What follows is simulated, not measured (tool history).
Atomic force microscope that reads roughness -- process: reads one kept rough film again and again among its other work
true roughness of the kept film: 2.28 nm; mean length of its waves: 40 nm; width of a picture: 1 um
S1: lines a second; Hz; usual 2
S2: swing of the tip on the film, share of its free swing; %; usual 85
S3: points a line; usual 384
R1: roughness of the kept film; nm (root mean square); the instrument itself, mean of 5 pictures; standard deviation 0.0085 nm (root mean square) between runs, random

Run 1, hour 0: usual settings. Result: R1 1.819 nm (root mean square).
Run 2, hour 26.1: usual settings. Result: R1 1.798 nm (root mean square).
Run 3, hour 49: usual settings. Result: R1 1.781 nm (root mean square).
At hour 62.8: new tip fitted.
Run 4, hour 69.2: usual settings. Result: R1 1.828 nm (root mean square).
Run 5, hour 98.1: usual settings. Result: R1 1.794 nm (root mean square).
Run 6, hour 116.2: usual settings. Result: R1 1.792 nm (root mean square).
Run 7, hour 136.4: usual settings. Result: R1 1.771 nm (root mean square).
At hour 152.6: new tip fitted.
Run 8, hour 163.4: usual settings but S3 683. Result: R1 1.838 nm (root mean square).
Run 9, hour 191: usual settings but S3 683. Result: R1 1.804 nm (root mean square).
Run 10, hour 208.6: usual settings but S1 2.73 Hz, S3 683. Result: R1 1.703 nm (root mean square).
Run 11, hour 224.4: usual settings but S1 2.73 Hz, S3 683. Result: R1 1.695 nm (root mean square).
Run 12, hour 239.5: usual settings. Result: R1 1.748 nm (root mean square).
At hour 242.3: new tip fitted.
Run 13, hour 259.5: usual settings but S2 62 %. Result: R1 2.043 nm (root mean square).
Run 14, hour 277.5: usual settings but S2 55 %. Result: R1 2.06 nm (root mean square).
Run 15, hour 301.9: usual settings. Result: R1 1.78 nm (root mean square).
At hour 330.4: new tip fitted.
Run 16, hour 332.9: usual settings. Result: R1 1.852 nm (root mean square).
Run 17, hour 355.2: usual settings. Result: R1 1.815 nm (root mean square).
Run 18, hour 369.4: usual settings. Result: R1 1.794 nm (root mean square).
Run 19, hour 397: usual settings. Result: R1 1.764 nm (root mean square).
Run 20, hour 416.7: usual settings. Result: R1 1.752 nm (root mean square).
At hour 419.7: new tip fitted.
Run 21, hour 444.3: usual settings but S3 680. Result: R1 1.821 nm (root mean square).
Run 22, hour 468.6: usual settings. Result: R1 1.775 nm (root mean square).
Run 23, hour 486.2: usual settings. Result: R1 1.765 nm (root mean square).
At hour 508.2: new tip fitted.
Run 24, hour 508.7: usual settings. Result: R1 1.844 nm (root mean square).
Run 25, hour 539.6: usual settings but S3 356. Result: R1 1.801 nm (root mean square).
Run 26, hour 562.8: usual settings but S3 356. Result: R1 1.773 nm (root mean square).
Run 27, hour 582.1: usual settings but S3 356. Result: R1 1.769 nm (root mean square).
At hour 596.8: new tip fitted.
Run 28, hour 609.1: usual settings but S2 89 %. Result: R1 1.779 nm (root mean square).
Run 29, hour 639.3: usual settings but S1 2.27 Hz, S2 89 %, S3 288. Result: R1 1.699 nm (root mean square).
Run 30, hour 660.2: usual settings but S1 1.74 Hz, S2 62 %, S3 464. Result: R1 1.988 nm (root mean square).
At hour 685.5: new tip fitted.
Run 31, hour 688.4: usual settings but S1 3.9 Hz, S2 74 %, S3 464. Result: R1 1.807 nm (root mean square).
Run 32, hour 716.6: usual settings but S1 0.76 Hz, S2 67 %, S3 345. Result: R1 2.052 nm (root mean square).
Run 33, hour 734.2: usual settings but S1 0.85 Hz, S2 67 %, S3 345. Result: R1 2.026 nm (root mean square).
Run 34, hour 752: usual settings but S2 89 %, S3 774. Result: R1 1.726 nm (root mean square).
At hour 773.9: new tip fitted.
Run 35, hour 774.2: usual settings but S2 89 %, S3 774. Result: R1 1.811 nm (root mean square).
Run 36, hour 790.1: usual settings but S2 89 %, S3 774. Result: R1 1.767 nm (root mean square).
Run 37, hour 807.1: usual settings but S1 3.26 Hz, S2 78 %, S3 346. Result: R1 1.765 nm (root mean square).
Run 38, hour 821.8: usual settings but S1 3.74 Hz, S2 71 %, S3 358. Result: R1 1.804 nm (root mean square).
Run 39, hour 844.3: usual settings but S1 3.83 Hz, S2 65 %, S3 640. Result: R1 1.865 nm (root mean square).
Run 40, hour 858.9: usual settings but S2 78 %. Result: R1 1.825 nm (root mean square).
At hour 862.4: new tip fitted.
Run 41, hour 881: usual settings but S2 78 %. Result: R1 1.892 nm (root mean square).
Run 42, hour 894.8: usual settings but S2 86 %, S3 338. Result: R1 1.792 nm (root mean square).
Run 43, hour 915.8: usual settings but S2 86 %, S3 338. Result: R1 1.76 nm (root mean square).
Run 44, hour 933.6: usual settings but S1 2.83 Hz, S2 57 %, S3 999. Result: R1 1.97 nm (root mean square).
At hour 952: new tip fitted.
Run 45, hour 952: usual settings but S1 2.83 Hz, S2 57 %, S3 999. Result: R1 2.072 nm (root mean square).
Run 46, hour 983.4: usual settings but S1 1.03 Hz, S2 69 %, S3 636. Result: R1 2.046 nm (root mean square).
Run 47, hour 1003.4: usual settings but S1 1.12 Hz, S2 69 %, S3 663. Result: R1 2.01 nm (root mean square).
Run 48, hour 1024.2: usual settings but S1 1.01 Hz, S2 67 %, S3 572. Result: R1 1.979 nm (root mean square).
At hour 1040.4: new tip fitted.
Run 49, hour 1046.9: usual settings but S1 1.01 Hz, S2 67 %, S3 572. Result: R1 2.075 nm (root mean square).
Run 50, hour 1070.9: usual settings but S1 1.01 Hz, S2 67 %, S3 572. Result: R1 2.051 nm (root mean square).

Predict each of these 3 candidate next runs independently; none follows another, all start after run 50:
Run A, hour 1091.1: usual settings but S1 0.72 Hz. Result: R1 ?.
Run B, hour 1091.1: usual settings but S1 1.01 Hz, S2 68 %, S3 484. Result: R1 ?.
Run C, hour 1091.1: usual settings but S1 3.27 Hz, S2 65 %, S3 839. Result: R1 ?.

run     R1
  A  1.961
  B   2.01
  C  1.914
With the hidden condition removed and each run's random variation left untouched, the same runs would have given:
run     R1
  A  2.058
  B  2.109
  C  2.009

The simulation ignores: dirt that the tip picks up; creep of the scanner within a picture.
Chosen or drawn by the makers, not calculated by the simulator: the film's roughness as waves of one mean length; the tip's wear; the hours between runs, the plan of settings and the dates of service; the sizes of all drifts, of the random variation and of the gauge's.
